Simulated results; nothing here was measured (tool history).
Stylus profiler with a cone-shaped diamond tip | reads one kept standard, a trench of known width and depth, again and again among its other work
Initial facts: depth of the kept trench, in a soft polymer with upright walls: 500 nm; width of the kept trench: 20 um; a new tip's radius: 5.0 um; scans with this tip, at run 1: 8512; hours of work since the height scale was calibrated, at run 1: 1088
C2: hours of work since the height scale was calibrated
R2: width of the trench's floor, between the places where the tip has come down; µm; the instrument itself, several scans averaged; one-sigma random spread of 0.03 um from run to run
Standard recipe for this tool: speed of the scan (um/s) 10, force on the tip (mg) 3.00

Run 1, hour 0.0: usual settings; scans with this tip 8512; C2 1088. Result: depth of the trench (nm) 509.94, R2 15.07 µm.
Run 2, hour 86.2: usual settings; scans with this tip 8833; C2 1129. Result: depth of the trench (nm) 510.03, R2 15.14 µm.
Run 3, hour 186.0: usual settings; scans with this tip 9205; C2 1177. Result: depth of the trench (nm) 510.03, R2 15.00 µm.
Run 4, hour 271.1: usual settings; scans with this tip 9523; C2 1217. Result: depth of the trench (nm) 510.14, R2 15.02 µm.
Run 5, hour 329.5: usual settings; scans with this tip 9740; C2 1245. Result: depth of the trench (nm) 509.88, R2 14.98 µm.
At hour 379.0: height scale calibrated on a step standard.
Run 6, hour 405.4: usual settings; scans with this tip 10021; C2 13. Result: depth of the trench (nm) 511.20, R2 14.95 µm.
Run 7, hour 491.6: usual settings but speed of the scan (um/s) 32; scans with this tip 10342; C2 54. Result: depth of the trench (nm) 511.39, R2 14.90 µm.
Run 8, hour 578.6: usual settings but speed of the scan (um/s) 32; scans with this tip 10667; C2 95. Result: depth of the trench (nm) 511.36, R2 14.87 µm.
At hour 620.8: height scale calibrated on a step standard, once more.
Run 9, hour 648.8: usual settings but speed of the scan (um/s) 32; scans with this tip 10926; C2 13. Result: depth of the trench (nm) 507.33, R2 14.88 µm.
Run 10, hour 721.8: usual settings but speed of the scan (um/s) 32; scans with this tip 11198; C2 48. Result: depth of the trench (nm) 507.11, R2 14.87 µm.
Run 11, hour 786.5: usual settings but speed of the scan (um/s) 32; scans with this tip 11439; C2 79. Result: depth of the trench (nm) 507.60, R2 14.85 µm.
Run 12, hour 848.2: usual settings but speed of the scan (um/s) 32; scans with this tip 11669; C2 108. Result: depth of the trench (nm) 507.46, R2 14.82 µm.
Run 13, hour 912.3: usual settings but speed of the scan (um/s) 32; scans with this tip 11908; C2 139. Result: depth of the trench (nm) 507.65, R2 14.81 µm.
Run 14, hour 966.2: usual settings but speed of the scan (um/s) 32; scans with this tip 12109; C2 165. Result: depth of the trench (nm) 507.77, R2 14.76 µm.
Run 15, hour 1028.5: usual settings but speed of the scan (um/s) 32; scans with this tip 12341; C2 194. Result: depth of the trench (nm) 507.76, R2 14.82 µm.
Run 16, hour 1105.1: usual settings; scans with this tip 12626; C2 231. Result: depth of the trench (nm) 507.86, R2 14.80 µm.
Run 17, hour 1183.2: usual settings; scans with this tip 12917; C2 268. Result: depth of the trench (nm) 508.06, R2 14.83 µm.
Run 18, hour 1282.8: usual settings; scans with this tip 13289; C2 315. Result: depth of the trench (nm) 508.39, R2 14.81 µm.
Run 19, hour 1333.3: usual settings; scans with this tip 13477; C2 339. Result: depth of the trench (nm) 508.30, R2 14.80 µm.
Run 20, hour 1393.5: usual settings; scans with this tip 13701; C2 368. Result: depth of the trench (nm) 508.42, R2 14.76 µm.
Run 21, hour 1473.3: usual settings; scans with this tip 13998; C2 406. Result: depth of the trench (nm) 508.44, R2 14.77 µm.
Run 22, hour 1581.7: usual settings but speed of the scan (um/s) 15; scans with this tip 14402; C2 458. Result: depth of the trench (nm) 508.38, R2 14.73 µm.
Run 23, hour 1634.2: usual settings but speed of the scan (um/s) 15; scans with this tip 14598; C2 483. Result: depth of the trench (nm) 508.45, R2 14.73 µm.
Run 24, hour 1709.6: usual settings but speed of the scan (um/s) 17, force on the tip (mg) 7.31; scans with this tip 14879; C2 519. Result: depth of the trench (nm) 514.21, R2 14.65 µm.
Run 25, hour 1799.1: usual settings but speed of the scan (um/s) 17, force on the tip (mg) 7.31; scans with this tip 15212; C2 561. Result: depth of the trench (nm) 514.62, R2 14.71 µm.
Run 26, hour 1877.9: usual settings but speed of the scan (um/s) 29, force on the tip (mg) 4.29; scans with this tip 15506; C2 599. Result: depth of the trench (nm) 510.96, R2 14.64 µm.
Run 27, hour 1941.0: usual settings but speed of the scan (um/s) 5, force on the tip (mg) 2.15; scans with this tip 15741; C2 629. Result: depth of the trench (nm) 507.62, R2 14.62 µm.
Run 28, hour 2047.6: usual settings but speed of the scan (um/s) 3, force on the tip (mg) 1.48; scans with this tip 16138; C2 680. Result: depth of the trench (nm) 506.33, R2 14.70 µm.
Run 29, hour 2151.3: usual settings but speed of the scan (um/s) 28, force on the tip (mg) 1.62; scans with this tip 16525; C2 729. Result: depth of the trench (nm) 506.94, R2 14.48 µm.
Run 30, hour 2204.7: usual settings but speed of the scan (um/s) 3, force on the tip (mg) 5.02; scans with this tip 16724; C2 754. Result: depth of the trench (nm) 512.25, R2 14.66 µm.
Run 31, hour 2303.4: usual settings but speed of the scan (um/s) 3, force on the tip (mg) 5.02; scans with this tip 17091; C2 801. Result: depth of the trench (nm) 512.29, R2 14.59 µm.
Run 32, hour 2385.3: usual settings but speed of the scan (um/s) 3, force on the tip (mg) 5.02; scans with this tip 17396; C2 840. Result: depth of the trench (nm) 512.48, R2 14.58 µm.
Run 33, hour 2472.6: usual settings but speed of the scan (um/s) 19, force on the tip (mg) 2.52; scans with this tip 17722; C2 882. Result: depth of the trench (nm) 508.78, R2 14.49 µm.
Run 34, hour 2552.3: usual settings but speed of the scan (um/s) 22, force on the tip (mg) 4.63; scans with this tip 18019; C2 920. Result: depth of the trench (nm) 512.17, R2 14.53 µm.
Run 35, hour 2649.4: usual settings but speed of the scan (um/s) 20; scans with this tip 18380; C2 966. Result: depth of the trench (nm) 509.92, R2 14.48 µm.
Run 36, hour 2728.2: usual settings but speed of the scan (um/s) 13, force on the tip (mg) 4.71; scans with this tip 18674; C2 1004. Result: depth of the trench (nm) 512.55, R2 14.47 µm.
Run 37, hour 2826.9: usual settings but speed of the scan (um/s) 13, force on the tip (mg) 4.71; scans with this tip 19042; C2 1051. Result: depth of the trench (nm) 512.61, R2 14.45 µm.
Run 38, hour 2897.6: usual settings but speed of the scan (um/s) 13, force on the tip (mg) 4.71; scans with this tip 19305; C2 1084. Result: depth of the trench (nm) 512.91, R2 14.47 µm.
Run 39, hour 2996.5: usual settings but speed of the scan (um/s) 13, force on the tip (mg) 4.71; scans with this tip 19674; C2 1132. Result: depth of the trench (nm) 513.04, R2 14.46 µm.
Run 40, hour 3086.8: usual settings but speed of the scan (um/s) 5, force on the tip (mg) 4.71; scans with this tip 20010; C2 1175. Result: depth of the trench (nm) 512.75, R2 14.41 µm.
Run 41, hour 3146.4: usual settings but speed of the scan (um/s) 37; scans with this tip 20233; C2 1203. Result: depth of the trench (nm) 510.45, R2 14.30 µm.
Run 42, hour 3240.6: usual settings but speed of the scan (um/s) 17, force on the tip (mg) 4.02; scans with this tip 20583; C2 1248. Result: depth of the trench (nm) 512.15, R2 14.34 µm.
At hour 3284.3: height scale calibrated on a step standard.
Run 43, hour 3308.4: usual settings but speed of the scan (um/s) 7, force on the tip (mg) 1.00; scans with this tip 20834; C2 12. Result: depth of the trench (nm) 503.51, R2 14.33 µm.
Run 44, hour 3379.9: usual settings but speed of the scan (um/s) 6, force on the tip (mg) 2.08; scans with this tip 21101; C2 46. Result: depth of the trench (nm) 505.55, R2 14.37 µm.
Run 45, hour 3461.8: usual settings but speed of the scan (um/s) 4, force on the tip (mg) 6.46; scans with this tip 21406; C2 85. Result: depth of the trench (nm) 512.18, R2 14.35 µm.

Some steps in depth of the trench (nm), run to run, broken into two amounts with sign: the step expected even without the hidden condition (settings, incoming material, random variation), and the rest, left for the hidden condition together with whatever gauge scatter is not in both the measured and the hidden-condition-free result:
The tool's hidden condition here consists of: radius of the tip, um; height scale over the true one, %; drift of the gauge itself on depth_nm, %; drift of the gauge itself on floor_um, %.
Run 5 -> 6: height scale calibrated on a step standard. depth of the trench (nm) +1.32: hidden state +0.89, all else +0.43.
Run 8 -> 9: height scale calibrated on a step standard, once more. depth of the trench (nm) -4.03: hidden state -3.98, all else -0.05.
Run 23 -> 24: speed of the scan (um/s) 15 -> 17, force on the tip (mg) 3.00 -> 7.31. depth of the trench (nm) +5.76: hidden state +0.11, all else +5.65.
Run 42 -> 43: speed of the scan (um/s) 17 -> 7, force on the tip (mg) 4.02 -> 1.00, height scale calibrated on a step standard. depth of the trench (nm) -8.64: hidden state -3.43, all else -5.21.
Run 44 -> 45: speed of the scan (um/s) 6 -> 4, force on the tip (mg) 2.08 -> 6.46. depth of the trench (nm) +6.63: hidden state +0.10, all else +6.53.

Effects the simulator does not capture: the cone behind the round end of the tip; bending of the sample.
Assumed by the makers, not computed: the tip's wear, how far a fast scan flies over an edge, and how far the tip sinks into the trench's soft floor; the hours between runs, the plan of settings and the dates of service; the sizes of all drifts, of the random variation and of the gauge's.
